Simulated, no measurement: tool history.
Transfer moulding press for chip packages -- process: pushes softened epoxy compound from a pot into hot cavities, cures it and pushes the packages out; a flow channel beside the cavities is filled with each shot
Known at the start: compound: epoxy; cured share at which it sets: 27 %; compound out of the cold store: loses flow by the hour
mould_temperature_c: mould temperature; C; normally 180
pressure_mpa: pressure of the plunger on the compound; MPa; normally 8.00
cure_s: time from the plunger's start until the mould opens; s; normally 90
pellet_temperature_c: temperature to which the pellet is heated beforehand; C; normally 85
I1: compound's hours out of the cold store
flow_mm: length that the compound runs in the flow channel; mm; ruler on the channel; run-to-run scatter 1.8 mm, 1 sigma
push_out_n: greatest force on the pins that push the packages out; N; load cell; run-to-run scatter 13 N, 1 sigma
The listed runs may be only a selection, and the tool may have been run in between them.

{"run": 1, "hour": 0.0, "mould_temperature_c": 180, "pressure_mpa": 8.0, "cure_s": 90, "pellet_temperature_c": 85, "I1": 35.5, "flow_mm": 520, "push_out_n": 728}
{"run": 2, "hour": 10.0, "mould_temperature_c": 180, "pressure_mpa": 9.62, "cure_s": 90, "pellet_temperature_c": 85, "I1": 15.1, "flow_mm": 613, "push_out_n": 808}
{"run": 3, "hour": 20.0, "mould_temperature_c": 180, "pressure_mpa": 8.0, "cure_s": 90, "pellet_temperature_c": 87, "I1": 30.1, "flow_mm": 524, "push_out_n": 824}
{"run": 4, "hour": 31.2, "mould_temperature_c": 180, "pressure_mpa": 8.0, "cure_s": 90, "pellet_temperature_c": 76, "I1": 18.4, "flow_mm": 554, "push_out_n": 940}
{"run": 5, "hour": 45.6, "mould_temperature_c": 176, "pressure_mpa": 8.0, "cure_s": 90, "pellet_temperature_c": 76, "I1": 47.6, "flow_mm": 498, "push_out_n": 1166}
{"hour": 49.1, "done": "cavities cleaned with cleaning compound and waxed"}
{"run": 6, "hour": 62.0, "mould_temperature_c": 176, "pressure_mpa": 8.0, "cure_s": 90, "pellet_temperature_c": 76, "I1": 47.1, "flow_mm": 501, "push_out_n": 896}
{"run": 7, "hour": 70.3, "mould_temperature_c": 176, "pressure_mpa": 8.0, "cure_s": 90, "pellet_temperature_c": 92, "I1": 8.8, "flow_mm": 575, "push_out_n": 986}
{"run": 8, "hour": 78.4, "mould_temperature_c": 176, "pressure_mpa": 8.0, "cure_s": 90, "pellet_temperature_c": 92, "I1": 25.5, "flow_mm": 538, "push_out_n": 980}
{"run": 9, "hour": 89.9, "mould_temperature_c": 185, "pressure_mpa": 8.0, "cure_s": 90, "pellet_temperature_c": 89, "I1": 24.3, "flow_mm": 525, "push_out_n": 704}
{"run": 10, "hour": 98.9, "mould_temperature_c": 185, "pressure_mpa": 6.59, "cure_s": 88, "pellet_temperature_c": 89, "I1": 34.5, "flow_mm": 457, "push_out_n": 696}
{"run": 11, "hour": 108.9, "mould_temperature_c": 180, "pressure_mpa": 6.01, "cure_s": 71, "pellet_temperature_c": 85, "I1": 25.3, "flow_mm": 466, "push_out_n": 1554}
{"hour": 117.8, "done": "cavities cleaned with cleaning compound and waxed"}
{"run": 12, "hour": 123.3, "mould_temperature_c": 180, "pressure_mpa": 8.0, "cure_s": 91, "pellet_temperature_c": 85, "I1": 45.6, "flow_mm": 493, "push_out_n": 607}
{"run": 13, "hour": 136.9, "mould_temperature_c": 184, "pressure_mpa": 9.11, "cure_s": 90, "pellet_temperature_c": 89, "I1": 40.6, "flow_mm": 528, "push_out_n": 603}

Predict each of these 5 candidate next runs independently; none follows another, all start after run 13:
{"run": "A", "hour": 149.2, "mould_temperature_c": 178, "pressure_mpa": 9.11, "cure_s": 90, "pellet_temperature_c": 84, "I1": 27.6, "flow_mm": "?", "push_out_n": "?"}
{"run": "B", "hour": 149.2, "mould_temperature_c": 182, "pressure_mpa": 9.11, "cure_s": 90, "pellet_temperature_c": 89, "I1": 9.7, "flow_mm": "?", "push_out_n": "?"}
{"run": "C", "hour": 149.2, "mould_temperature_c": 180, "pressure_mpa": 9.0, "cure_s": 90, "pellet_temperature_c": 85, "I1": 20.0, "flow_mm": "?", "push_out_n": "?"}
{"run": "D", "hour": 149.2, "mould_temperature_c": 177, "pressure_mpa": 9.99, "cure_s": 81, "pellet_temperature_c": 89, "I1": 41.5, "flow_mm": "?", "push_out_n": "?"}
{"run": "E", "hour": 149.2, "mould_temperature_c": 184, "pressure_mpa": 6.04, "cure_s": 84, "pellet_temperature_c": 89, "I1": 37.0, "flow_mm": "?", "push_out_n": "?"}

run=A flow_mm=568 push_out_n=891
run=B flow_mm=596 push_out_n=722
run=C flow_mm=573 push_out_n=819
run=D flow_mm=563 push_out_n=1166
run=E flow_mm=435 push_out_n=729
Had the tool no hidden state, the same runs would have come out as:
run=A flow_mm=591 push_out_n=688
run=B flow_mm=620 push_out_n=554
run=C flow_mm=596 push_out_n=631
run=D flow_mm=586 push_out_n=901
run=E flow_mm=452 push_out_n=559
